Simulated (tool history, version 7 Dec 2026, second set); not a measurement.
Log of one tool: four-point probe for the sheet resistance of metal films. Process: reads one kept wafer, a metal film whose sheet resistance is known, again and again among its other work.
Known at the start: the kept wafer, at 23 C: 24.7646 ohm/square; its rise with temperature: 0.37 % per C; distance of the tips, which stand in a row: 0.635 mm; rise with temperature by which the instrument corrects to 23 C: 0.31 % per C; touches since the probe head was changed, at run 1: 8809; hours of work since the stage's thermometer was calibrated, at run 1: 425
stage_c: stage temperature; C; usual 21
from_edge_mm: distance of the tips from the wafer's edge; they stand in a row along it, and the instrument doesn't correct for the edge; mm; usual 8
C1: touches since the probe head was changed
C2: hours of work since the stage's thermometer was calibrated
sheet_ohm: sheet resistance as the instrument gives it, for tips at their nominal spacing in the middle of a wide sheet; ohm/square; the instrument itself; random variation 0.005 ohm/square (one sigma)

run 1 hour=0.0 | stage_c=21 from_edge_mm=8 | C1=8809 C2=425 | sheet_ohm=24.799507
run 2 hour=9.4 | stage_c=21 from_edge_mm=67 | C1=8962 C2=431 | sheet_ohm=24.719942
run 3 hour=17.0 | stage_c=21 from_edge_mm=8 | C1=9086 C2=437 | sheet_ohm=24.802988
run 4 hour=30.3 | stage_c=21 from_edge_mm=8 | C1=9303 C2=446 | sheet_ohm=24.797760
run 5 hour=36.9 | stage_c=21 from_edge_mm=9 | C1=9412 C2=450 | sheet_ohm=24.794559
-- hour=38.4 stage's thermometer calibrated
run 6 hour=48.7 | stage_c=21 from_edge_mm=9 | C1=9596 C2=7 | sheet_ohm=24.777407
run 7 hour=64.2 | stage_c=28 from_edge_mm=20 | C1=9848 C2=18 | sheet_ohm=24.834325
run 8 hour=78.5 | stage_c=28 from_edge_mm=20 | C1=10082 C2=27 | sheet_ohm=24.829773
run 9 hour=88.1 | stage_c=28 from_edge_mm=20 | C1=10239 C2=34 | sheet_ohm=24.828405
run 10 hour=96.3 | stage_c=28 from_edge_mm=20 | C1=10374 C2=40 | sheet_ohm=24.829921

Forecast run 11:
run 11 hour=109.5 | stage_c=18 from_edge_mm=4 | C1=10589 C2=49 | sheet_ohm=?

sheet_ohm: 25.024831 ohm/square
Without the tool's hidden state the same run would have given sheet_ohm 25.034789 ohm/square.
